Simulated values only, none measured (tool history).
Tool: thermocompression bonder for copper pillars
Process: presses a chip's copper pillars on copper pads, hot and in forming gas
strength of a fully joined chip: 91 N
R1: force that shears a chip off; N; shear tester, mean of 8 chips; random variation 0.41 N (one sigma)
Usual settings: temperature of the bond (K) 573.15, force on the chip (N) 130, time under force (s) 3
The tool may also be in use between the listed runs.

{"run": 1, "hour": 0.0, "temperature of the bond (K)": 573.15, "force on the chip (N)": 130, "time under force (s)": 3, "R1": 58.2}
{"run": 2, "hour": 7.4, "temperature of the bond (K)": 573.15, "force on the chip (N)": 130, "time under force (s)": 3, "R1": 58.1}
{"run": 3, "hour": 12.6, "temperature of the bond (K)": 573.15, "force on the chip (N)": 88, "time under force (s)": 3, "R1": 48.9}
{"run": 4, "hour": 19.6, "temperature of the bond (K)": 573.15, "force on the chip (N)": 130, "time under force (s)": 3, "R1": 59.1}
{"run": 5, "hour": 25.9, "temperature of the bond (K)": 573.15, "force on the chip (N)": 130, "time under force (s)": 3, "R1": 57.8}
{"run": 6, "hour": 34.7, "temperature of the bond (K)": 573.15, "force on the chip (N)": 130, "time under force (s)": 3, "R1": 58.8}
{"run": 7, "hour": 42.6, "temperature of the bond (K)": 573.15, "force on the chip (N)": 130, "time under force (s)": 3, "R1": 58.1}
{"run": 8, "hour": 48.5, "temperature of the bond (K)": 573.15, "force on the chip (N)": 130, "time under force (s)": 9, "R1": 75.6}
{"run": 9, "hour": 57.2, "temperature of the bond (K)": 573.15, "force on the chip (N)": 130, "time under force (s)": 9, "R1": 75.1}
{"run": 10, "hour": 64.8, "temperature of the bond (K)": 573.15, "force on the chip (N)": 130, "time under force (s)": 9, "R1": 75.7}
{"run": 11, "hour": 70.5, "temperature of the bond (K)": 573.15, "force on the chip (N)": 130, "time under force (s)": 3, "R1": 58.0}
{"run": 12, "hour": 75.8, "temperature of the bond (K)": 573.15, "force on the chip (N)": 130, "time under force (s)": 3, "R1": 58.4}
{"run": 13, "hour": 83.3, "temperature of the bond (K)": 573.15, "force on the chip (N)": 130, "time under force (s)": 3, "R1": 58.6}
{"run": 14, "hour": 89.2, "temperature of the bond (K)": 573.15, "force on the chip (N)": 130, "time under force (s)": 3, "R1": 58.4}
{"run": 15, "hour": 96.6, "temperature of the bond (K)": 573.15, "force on the chip (N)": 130, "time under force (s)": 3, "R1": 58.4}
{"run": 16, "hour": 106.7, "temperature of the bond (K)": 573.15, "force on the chip (N)": 130, "time under force (s)": 3, "R1": 59.0}
{"run": 17, "hour": 112.1, "temperature of the bond (K)": 545.15, "force on the chip (N)": 130, "time under force (s)": 3, "R1": 41.4}
{"run": 18, "hour": 118.1, "temperature of the bond (K)": 573.15, "force on the chip (N)": 119, "time under force (s)": 3, "R1": 56.7}
{"run": 19, "hour": 127.1, "temperature of the bond (K)": 573.15, "force on the chip (N)": 130, "time under force (s)": 8, "R1": 73.8}
{"run": 20, "hour": 137.2, "temperature of the bond (K)": 593.15, "force on the chip (N)": 130, "time under force (s)": 3, "R1": 70.5}
{"run": 21, "hour": 144.4, "temperature of the bond (K)": 593.15, "force on the chip (N)": 120, "time under force (s)": 3, "R1": 68.7}
{"run": 22, "hour": 149.1, "temperature of the bond (K)": 552.15, "force on the chip (N)": 159, "time under force (s)": 2, "R1": 43.6}
{"run": 23, "hour": 159.0, "temperature of the bond (K)": 558.15, "force on the chip (N)": 106, "time under force (s)": 7, "R1": 57.7}
{"run": 24, "hour": 165.0, "temperature of the bond (K)": 573.15, "force on the chip (N)": 130, "time under force (s)": 3, "R1": 58.9}
{"hour": 167.4, "done": "heater calibrated with a thermocouple chip"}
{"run": 25, "hour": 171.8, "temperature of the bond (K)": 573.15, "force on the chip (N)": 130, "time under force (s)": 3, "R1": 58.8}
{"run": 26, "hour": 177.6, "temperature of the bond (K)": 573.15, "force on the chip (N)": 130, "time under force (s)": 8, "R1": 73.5}
{"run": 27, "hour": 183.7, "temperature of the bond (K)": 573.15, "force on the chip (N)": 130, "time under force (s)": 8, "R1": 74.7}
{"run": 28, "hour": 193.7, "temperature of the bond (K)": 547.15, "force on the chip (N)": 178, "time under force (s)": 3, "R1": 51.1}
{"run": 29, "hour": 202.5, "temperature of the bond (K)": 560.15, "force on the chip (N)": 192, "time under force (s)": 6, "R1": 72.3}
{"hour": 213.4, "done": "heater calibrated with a thermocouple chip, once more"}
{"run": 30, "hour": 213.7, "temperature of the bond (K)": 587.15, "force on the chip (N)": 90, "time under force (s)": 5, "R1": 63.3}
{"run": 31, "hour": 220.4, "temperature of the bond (K)": 587.15, "force on the chip (N)": 90, "time under force (s)": 5, "R1": 62.0}
{"run": 32, "hour": 224.9, "temperature of the bond (K)": 585.15, "force on the chip (N)": 195, "time under force (s)": 4, "R1": 75.8}
{"run": 33, "hour": 229.5, "temperature of the bond (K)": 557.15, "force on the chip (N)": 195, "time under force (s)": 6, "R1": 67.8}
{"run": 34, "hour": 237.7, "temperature of the bond (K)": 581.15, "force on the chip (N)": 88, "time under force (s)": 6, "R1": 61.9}
{"run": 35, "hour": 246.1, "temperature of the bond (K)": 573.15, "force on the chip (N)": 130, "time under force (s)": 3, "R1": 55.5}
{"run": 36, "hour": 251.0, "temperature of the bond (K)": 573.15, "force on the chip (N)": 130, "time under force (s)": 3, "R1": 55.6}
{"run": 37, "hour": 256.3, "temperature of the bond (K)": 582.15, "force on the chip (N)": 122, "time under force (s)": 3, "R1": 59.1}
{"run": 38, "hour": 260.8, "temperature of the bond (K)": 582.15, "force on the chip (N)": 122, "time under force (s)": 3, "R1": 59.9}
{"run": 39, "hour": 265.4, "temperature of the bond (K)": 573.15, "force on the chip (N)": 112, "time under force (s)": 2, "R1": 45.1}

5 ways to go on from here, each from the tool as it stands after run 39. What would each give?
{"run": "A", "hour": 272.7, "temperature of the bond (K)": 546.15, "force on the chip (N)": 141, "time under force (s)": 7, "R1": "?"}
{"run": "B", "hour": 272.7, "temperature of the bond (K)": 562.15, "force on the chip (N)": 109, "time under force (s)": 3, "R1": "?"}
{"run": "C", "hour": 272.7, "temperature of the bond (K)": 550.15, "force on the chip (N)": 130, "time under force (s)": 3, "R1": "?"}
{"run": "D", "hour": 272.7, "temperature of the bond (K)": 573.15, "force on the chip (N)": 78, "time under force (s)": 2, "R1": "?"}
{"run": "E", "hour": 272.7, "temperature of the bond (K)": 573.15, "force on the chip (N)": 174, "time under force (s)": 2, "R1": "?"}

run=A R1=54.0
run=B R1=45.3
run=C R1=40.9
run=D R1=37.1
run=E R1=56.3
Without the tool's hidden state the same runs would have given:
run=A R1=55.2
run=B R1=46.3
run=C R1=41.9
run=D R1=38.0
run=E R1=57.6
